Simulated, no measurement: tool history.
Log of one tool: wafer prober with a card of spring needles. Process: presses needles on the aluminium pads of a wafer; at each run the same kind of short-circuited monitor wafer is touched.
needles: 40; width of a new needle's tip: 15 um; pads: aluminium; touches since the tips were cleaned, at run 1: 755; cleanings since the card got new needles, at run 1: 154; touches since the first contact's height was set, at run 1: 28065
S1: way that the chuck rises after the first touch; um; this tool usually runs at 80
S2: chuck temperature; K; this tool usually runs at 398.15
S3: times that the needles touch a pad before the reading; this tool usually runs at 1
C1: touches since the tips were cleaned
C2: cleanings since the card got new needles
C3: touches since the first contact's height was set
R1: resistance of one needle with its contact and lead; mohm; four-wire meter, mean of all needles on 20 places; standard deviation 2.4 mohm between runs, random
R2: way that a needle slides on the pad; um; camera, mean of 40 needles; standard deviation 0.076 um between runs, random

Run 1, hour 0: usual settings; C1 755; C2 154; C3 28065. Result: R1 271 mohm, R2 17.4 um.
At hour 3.8: tips cleaned on abrasive film.
At hour 10.2: tips cleaned on abrasive film.
At hour 15.5: tips cleaned on abrasive film.
Run 2, hour 18: usual settings; C1 1328; C2 157; C3 37228. Result: R1 271 mohm, R2 17.43 um.
At hour 22: tips cleaned on abrasive film.
At hour 27.2: tips cleaned on abrasive film.
Run 3, hour 31.6: usual settings; C1 2262; C2 159; C3 44147. Result: R1 272 mohm, R2 17.33 um.
At hour 33: tips cleaned on abrasive film.
At hour 39.5: tips cleaned on abrasive film.
Run 4, hour 43.2: usual settings; C1 1882; C2 161; C3 50025. Result: R1 271 mohm, R2 17.42 um.
At hour 45.7: tips cleaned on abrasive film.
At hour 52.3: tips cleaned on abrasive film.
At hour 58.8: tips cleaned on abrasive film.
At hour 64.1: tips cleaned on abrasive film.
At hour 70.2: tips cleaned on abrasive film.
Run 5, hour 70.2: usual settings; C1 0; C2 166; C3 63720. Result: R1 271 mohm, R2 17.25 um.
At hour 74.3: height of the first contact set anew.
At hour 77: tips cleaned on abrasive film.
At hour 82.6: tips cleaned on abrasive film.
Run 6, hour 82.6: usual settings but S1 100 um; C1 0; C2 168; C3 4166. Result: R1 272 mohm, R2 21.84 um.
At hour 89.1: tips cleaned on abrasive film.
At hour 95.6: tips cleaned on abrasive film.
Run 7, hour 100.3: usual settings but S1 61 um; C1 2403; C2 170; C3 13188. Result: R1 276 mohm, R2 13.43 um.
At hour 101.6: tips cleaned on abrasive film.
At hour 108.2: tips cleaned on abrasive film.
At hour 114.6: tips cleaned on abrasive film.
At hour 121.2: tips cleaned on abrasive film.
Run 8, hour 121.6: usual settings but S1 61 um; C1 240; C2 174; C3 24027. Result: R1 270 mohm, R2 13.19 um.
At hour 126.9: tips cleaned on abrasive film.
At hour 133.4: tips cleaned on abrasive film.
At hour 138.7: tips cleaned on abrasive film.
At hour 144.5: tips cleaned on abrasive film.
Run 9, hour 144.5: usual settings but S1 61 um; C1 0; C2 178; C3 35657. Result: R1 269 mohm, R2 13.23 um.
At hour 149.8: tips cleaned on abrasive film.
At hour 156.3: tips cleaned on abrasive film.
Run 10, hour 157.9: usual settings but S1 61 um, S2 321.15 K; C1 803; C2 180; C3 42455. Result: R1 254 mohm, R2 13.35 um.
At hour 161.8: tips cleaned on abrasive film.
At hour 168.2: tips cleaned on abrasive film.
At hour 174.8: tips cleaned on abrasive film.
Run 11, hour 178.7: usual settings but S1 61 um, S2 321.15 K; C1 2060; C2 183; C3 53082. Result: R1 251 mohm, R2 13.41 um.
At hour 180.1: tips cleaned on abrasive film.
At hour 186.6: tips cleaned on abrasive film.
At hour 193.1: tips cleaned on abrasive film.
At hour 198.4: tips cleaned on abrasive film.
At hour 203.8: height of the first contact set anew.
At hour 205.1: tips cleaned on abrasive film.
Run 12, hour 205.3: usual settings but S1 61 um, S2 321.15 K; C1 65; C2 188; C3 687. Result: R1 251 mohm, R2 13.25 um.
At hour 210.5: tips cleaned on abrasive film.
At hour 216.9: tips cleaned on abrasive film.
At hour 222.2: tips cleaned on abrasive film.
Run 13, hour 226.2: usual settings; C1 2055; C2 191; C3 11336. Result: R1 266 mohm, R2 17.5 um.
At hour 227.6: tips cleaned on abrasive film.
At hour 234: tips cleaned on abrasive film.
At hour 239.3: tips cleaned on abrasive film.
Run 14, hour 240.1: usual settings but S1 77 um; C1 432; C2 194; C3 18375. Result: R1 262 mohm, R2 16.87 um.
At hour 245.3: tips cleaned on abrasive film.
At hour 250.6: tips cleaned on abrasive film.
At hour 257.1: tips cleaned on abrasive film.
At hour 262.4: tips cleaned on abrasive film.
Run 15, hour 262.5: usual settings but S1 77 um; C1 49; C2 198; C3 29748. Result: R1 269 mohm, R2 16.86 um.
At hour 268.9: tips cleaned on abrasive film.
At hour 274.1: tips cleaned on abrasive film.
At hour 280.6: tips cleaned on abrasive film.
Run 16, hour 282.1: usual settings but S1 65 um, S2 331.15 K; C1 775; C2 201; C3 39741. Result: R1 255 mohm, R2 14.19 um.
At hour 286.1: tips cleaned on abrasive film.
At hour 292.4: tips cleaned on abrasive film.
Run 17, hour 296.4: usual settings but S1 98 um, S2 298.15 K; C1 2082; C2 203; C3 47031. Result: R1 241 mohm, R2 21.49 um.
At hour 297.8: tips cleaned on abrasive film.
At hour 303.1: tips cleaned on abrasive film.
At hour 309.4: tips cleaned on abrasive film.
At hour 315.8: tips cleaned on abrasive film.
Run 18, hour 319.4: usual settings but S1 79 um, S3 2; C1 1877; C2 207; C3 58708. Result: R1 273 mohm, R2 17.25 um.
At hour 322.1: tips cleaned on abrasive film.
At hour 327.4: tips cleaned on abrasive film.
At hour 332.8: height of the first contact set anew.
At hour 334.2: tips cleaned on abrasive film.
At hour 340.6: tips cleaned on abrasive film.
Run 19, hour 345.1: usual settings but S1 79 um, S3 3; C1 2319; C2 211; C3 6245. Result: R1 270 mohm, R2 17.23 um.

Run 20 has not been measured yet. What should we expect?
At hour 346.5: tips cleaned on abrasive film.
At hour 351.7: tips cleaned on abrasive film.
At hour 358.3: tips cleaned on abrasive film.
At hour 364.8: tips cleaned on abrasive film.
At hour 371.3: tips cleaned on abrasive film.
Run 20, hour 373.3: usual settings but S1 77 um, S2 299.15 K, S3 2; C1 1025; C2 216; C3 20565. Result: R1 ?, R2 ?.

R1: 244 mohm
R2: 16.81 um
If the tool had no hidden condition, the same run with the same run-to-run variation would have returned R1 243 mohm, R2 16.6 um.

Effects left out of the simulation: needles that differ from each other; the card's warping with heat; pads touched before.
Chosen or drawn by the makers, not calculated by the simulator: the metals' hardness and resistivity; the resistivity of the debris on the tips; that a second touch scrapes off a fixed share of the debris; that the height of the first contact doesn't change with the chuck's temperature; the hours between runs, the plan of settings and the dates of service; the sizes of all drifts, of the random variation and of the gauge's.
